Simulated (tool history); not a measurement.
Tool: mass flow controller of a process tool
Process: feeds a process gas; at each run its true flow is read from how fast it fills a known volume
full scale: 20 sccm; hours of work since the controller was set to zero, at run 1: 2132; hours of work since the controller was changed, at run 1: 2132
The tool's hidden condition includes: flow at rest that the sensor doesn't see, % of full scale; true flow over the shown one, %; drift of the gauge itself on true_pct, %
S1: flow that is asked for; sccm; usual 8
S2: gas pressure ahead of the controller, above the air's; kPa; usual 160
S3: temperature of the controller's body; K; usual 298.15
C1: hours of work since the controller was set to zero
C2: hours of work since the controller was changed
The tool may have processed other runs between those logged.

run 1 hour=0.0 | S1=8 S2=160 S3=298.15 | C1=2132 C2=2132 | true_flow_(%)=99.59
run 2 hour=127.0 | S1=8 S2=160 S3=298.15 | C1=2217 C2=2217 | true_flow_(%)=99.44
run 3 hour=253.3 | S1=8 S2=160 S3=298.15 | C1=2300 C2=2300 | true_flow_(%)=99.53
run 4 hour=425.3 | S1=8 S2=160 S3=298.15 | C1=2415 C2=2415 | true_flow_(%)=99.58
run 5 hour=500.5 | S1=8 S2=160 S3=298.15 | C1=2464 C2=2464 | true_flow_(%)=99.67
run 6 hour=673.8 | S1=8 S2=160 S3=298.15 | C1=2579 C2=2579 | true_flow_(%)=99.63
run 7 hour=845.8 | S1=8 S2=160 S3=298.15 | C1=2693 C2=2693 | true_flow_(%)=99.58
run 8 hour=958.6 | S1=8 S2=160 S3=300.15 | C1=2768 C2=2768 | true_flow_(%)=99.71
run 9 hour=1060.1 | S1=8 S2=160 S3=300.15 | C1=2836 C2=2836 | true_flow_(%)=99.70
run 10 hour=1149.2 | S1=8 S2=160 S3=299.15 | C1=2895 C2=2895 | true_flow_(%)=99.59
run 11 hour=1222.9 | S1=8 S2=160 S3=299.15 | C1=2944 C2=2944 | true_flow_(%)=99.57
run 12 hour=1331.6 | S1=8 S2=160 S3=304.15 | C1=3016 C2=3016 | true_flow_(%)=99.90
run 13 hour=1422.0 | S1=8 S2=195 S3=304.15 | C1=3076 C2=3076 | true_flow_(%)=100.06
run 14 hour=1530.4 | S1=8 S2=160 S3=311.15 | C1=3148 C2=3148 | true_flow_(%)=100.58
run 15 hour=1682.1 | S1=8 S2=160 S3=311.15 | C1=3248 C2=3248 | true_flow_(%)=100.49
run 16 hour=1778.7 | S1=8 S2=160 S3=301.15 | C1=3312 C2=3312 | true_flow_(%)=99.66
run 17 hour=1942.6 | S1=11 S2=180 S3=295.15 | C1=3421 C2=3421 | true_flow_(%)=99.47
run 18 hour=2106.3 | S1=9 S2=238 S3=304.15 | C1=3530 C2=3530 | true_flow_(%)=100.21
run 19 hour=2199.5 | S1=17 S2=254 S3=302.15 | C1=3591 C2=3591 | true_flow_(%)=100.20
run 20 hour=2362.4 | S1=3 S2=156 S3=298.15 | C1=3700 C2=3700 | true_flow_(%)=99.45
run 21 hour=2497.5 | S1=13 S2=146 S3=298.15 | C1=3789 C2=3789 | true_flow_(%)=99.59
run 22 hour=2609.9 | S1=8 S2=149 S3=294.15 | C1=3864 C2=3864 | true_flow_(%)=99.31
run 23 hour=2753.8 | S1=8 S2=231 S3=294.15 | C1=3959 C2=3959 | true_flow_(%)=99.34
run 24 hour=2910.6 | S1=8 S2=231 S3=294.15 | C1=4063 C2=4063 | true_flow_(%)=99.33
run 25 hour=3043.4 | S1=13 S2=160 S3=298.15 | C1=4151 C2=4151 | true_flow_(%)=99.74
run 26 hour=3124.9 | S1=13 S2=160 S3=298.15 | C1=4205 C2=4205 | true_flow_(%)=99.75
run 27 hour=3250.2 | S1=13 S2=160 S3=298.15 | C1=4288 C2=4288 | true_flow_(%)=99.72

Forecast each of these 3 alternatives for the next run:
run A hour=3320.4 | S1=15 S2=237 S3=297.15 | C1=4335 C2=4335 | true_flow_(%)=?
run B hour=3320.4 | S1=8 S2=160 S3=294.15 | C1=4335 C2=4335 | true_flow_(%)=?
run C hour=3320.4 | S1=12 S2=160 S3=298.15 | C1=4335 C2=4335 | true_flow_(%)=?

run=A true_flow_(%)=99.74
run=B true_flow_(%)=99.28
run=C true_flow_(%)=99.70
Without the tool's hidden state the same runs would have given:
run=A true_flow_(%)=99.73
run=B true_flow_(%)=99.27
run=C true_flow_(%)=99.69
